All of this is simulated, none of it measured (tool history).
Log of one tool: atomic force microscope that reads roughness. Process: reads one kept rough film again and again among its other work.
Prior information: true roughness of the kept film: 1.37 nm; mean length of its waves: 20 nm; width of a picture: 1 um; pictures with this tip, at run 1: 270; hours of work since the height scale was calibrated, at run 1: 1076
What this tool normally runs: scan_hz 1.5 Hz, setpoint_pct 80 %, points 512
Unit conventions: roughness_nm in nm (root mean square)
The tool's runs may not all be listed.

run   hour  scan_hz  setpoint_pct  points  pictures with this tip  hours of work since the height scale was calibrated  roughness_nm
  1      0      1.5            80     512                     270                                                 1076         1.032
  2   49.2      1.5            58     512                     338                                                 1102          1.01
  3   77.1     3.66            80     512                     377                                                 1116         0.907
      95.1  -- new tip fitted
  4    118      1.5            80     512                      32                                                 1137         1.164
  5  158.8      1.5            80     691                      88                                                 1158         1.114
  6  197.7      1.5            80     691                     142                                                 1178         1.082
     201.9  -- height scale calibrated on a step standard
  7  251.3      1.5            80     691                     215                                                   25         1.033
  8  302.1      1.5            66     512                     286                                                   51          0.99
     322.7  -- height scale calibrated on a step standard, once more
  9  327.7      1.5            66     512                     320                                                    3         0.972
 10  377.1      1.5            90     512                     388                                                   28         0.888
       387  -- new tip fitted
 11  422.8      1.5            59     512                      50                                                   51          1.16
 12  456.4      1.5            67     906                      96                                                   68          1.13
 13  494.7     3.44            63     518                     149                                                   88         1.059
 14  547.3     3.44            67     867                     222                                                  115         1.013
 15  584.9     3.44            67     867                     274                                                  134         0.986
 16  635.9     3.44            67     867                     345                                                  160         0.947
 17  668.5     3.44            67     867                     390                                                  177         0.917
     678.8  -- new tip fitted
 18  697.9     3.44            56     365                      26                                                  192         1.169
 19  733.9     1.55            80     512                      76                                                  210         1.118

Here are 4 independent what-if runs from the current tool condition. What would each one return?
  A  788.1      3.2            64     692                     151                                                  238             ?
  B  788.1      1.4            80     316                     151                                                  238             ?
  C  788.1      3.5            80     903                     151                                                  238             ?
  D  788.1     1.21            80     512                     151                                                  238             ?

run  roughness_nm
  A         1.077
  B         1.051
  C         1.021
  D         1.077
Take away the tool's hidden state, keep each run's random variation, and the runs would have read:
run  roughness_nm
  A         1.198
  B          1.17
  C         1.136
  D         1.199

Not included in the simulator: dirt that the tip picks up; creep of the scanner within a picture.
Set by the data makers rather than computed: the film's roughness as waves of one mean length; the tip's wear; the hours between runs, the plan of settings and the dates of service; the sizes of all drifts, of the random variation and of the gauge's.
